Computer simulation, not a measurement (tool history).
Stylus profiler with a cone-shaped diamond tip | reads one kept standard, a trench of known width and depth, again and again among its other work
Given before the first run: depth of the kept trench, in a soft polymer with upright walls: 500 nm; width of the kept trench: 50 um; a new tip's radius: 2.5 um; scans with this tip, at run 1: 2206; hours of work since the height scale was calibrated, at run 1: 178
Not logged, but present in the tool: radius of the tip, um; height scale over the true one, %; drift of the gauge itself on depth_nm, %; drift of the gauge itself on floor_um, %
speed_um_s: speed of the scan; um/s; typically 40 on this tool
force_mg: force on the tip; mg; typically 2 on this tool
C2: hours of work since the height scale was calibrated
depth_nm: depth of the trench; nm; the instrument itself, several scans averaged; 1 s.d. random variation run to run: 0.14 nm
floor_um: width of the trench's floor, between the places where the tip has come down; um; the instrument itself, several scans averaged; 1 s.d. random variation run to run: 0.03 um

Run 1, day 0: usual settings; scans with this tip 2206; C2 178. Result: depth_nm 505.05 nm, floor_um 46.69 um.
Run 2, day 3.975: usual settings; scans with this tip 2792; C2 226. Result: depth_nm 505.52 nm, floor_um 46.66 um.
Run 3, day 8.817: usual settings but force_mg 1.41 mg; scans with this tip 3507; C2 283. Result: depth_nm 504.64 nm, floor_um 46.54 um.
Run 4, day 13.608: usual settings but force_mg 1.41 mg; scans with this tip 4214; C2 340. Result: depth_nm 504.72 nm, floor_um 46.47 um.
Run 5, day 17.725: usual settings but force_mg 1.41 mg; scans with this tip 4822; C2 390. Result: depth_nm 504.68 nm, floor_um 46.43 um.
Run 6, day 20.7: usual settings but force_mg 1.41 mg; scans with this tip 5261; C2 425. Result: depth_nm 505.32 nm, floor_um 46.35 um.
At day 21.004: height scale calibrated on a step standard.
Run 7, day 23.662: usual settings but force_mg 1.15 mg; scans with this tip 5696; C2 32. Result: depth_nm 504.76 nm, floor_um 46.34 um.
Run 8, day 27.929: usual settings but speed_um_s 45 um/s; scans with this tip 6325; C2 83. Result: depth_nm 506.47 nm, floor_um 46.35 um.
Run 9, day 32.717: usual settings; scans with this tip 7032; C2 140. Result: depth_nm 506.51 nm, floor_um 46.25 um.
Run 10, day 36.942: usual settings; scans with this tip 7656; C2 190. Result: depth_nm 506.67 nm, floor_um 46.21 um.
Run 11, day 39.496: usual settings; scans with this tip 8033; C2 221. Result: depth_nm 506.58 nm, floor_um 46.18 um.
Run 12, day 41.542: usual settings; scans with this tip 8334; C2 245. Result: depth_nm 506.58 nm, floor_um 46.21 um.
Run 13, day 44.692: usual settings but speed_um_s 63 um/s, force_mg 0.86 mg; scans with this tip 8800; C2 283. Result: depth_nm 504.63 nm, floor_um 45.97 um.
Run 14, day 47.258: usual settings but speed_um_s 16 um/s, force_mg 1.03 mg; scans with this tip 9179; C2 313. Result: depth_nm 505.02 nm, floor_um 46.18 um.
At day 47.617: height scale calibrated on a step standard, once more.
Run 15, day 51.5: usual settings but speed_um_s 48 um/s, force_mg 4.42 mg; scans with this tip 9802; C2 46. Result: depth_nm 508.2 nm, floor_um 46.09 um.
Run 16, day 55.192: usual settings but speed_um_s 104 um/s, force_mg 4.53 mg; scans with this tip 10347; C2 90. Result: depth_nm 508.98 nm, floor_um 45.93 um.
Run 17, day 57.342: usual settings but force_mg 2.8 mg; scans with this tip 10664; C2 116. Result: depth_nm 506.54 nm, floor_um 46.04 um.
Run 18, day 59.496: usual settings but speed_um_s 74 um/s, force_mg 1.86 mg; scans with this tip 10982; C2 142. Result: depth_nm 505.04 nm, floor_um 45.88 um.
Run 19, day 62.546: usual settings but speed_um_s 74 um/s, force_mg 3.07 mg; scans with this tip 11432; C2 178. Result: depth_nm 506.71 nm, floor_um 45.9 um.
Run 20, day 66.492: usual settings but speed_um_s 15 um/s, force_mg 2.68 mg; scans with this tip 12015; C2 225. Result: depth_nm 506.33 nm, floor_um 46.01 um.
Run 21, day 69.042: usual settings but force_mg 5.37 mg; scans with this tip 12391; C2 256. Result: depth_nm 509.97 nm, floor_um 45.94 um.

3 ways to go on from here, each from the tool as it stands after run 21. What would each give?
Run A, day 73.688: usual settings but speed_um_s 34 um/s; scans with this tip 13077; C2 311. Result: depth_nm ?, floor_um ?.
Run B, day 73.688: usual settings but speed_um_s 81 um/s; scans with this tip 13077; C2 311. Result: depth_nm ?, floor_um ?.
Run C, day 73.688: usual settings but force_mg 4.25 mg; scans with this tip 13077; C2 311. Result: depth_nm ?, floor_um ?.

run  depth_nm  floor_um
  A    505.65     45.87
  B    505.76     45.74
  C    509.02     45.87
Without the tool's unlogged condition, the same runs would have read:
run  depth_nm  floor_um
  A    504.81     46.92
  B    504.91     46.79
  C    508.17     46.91
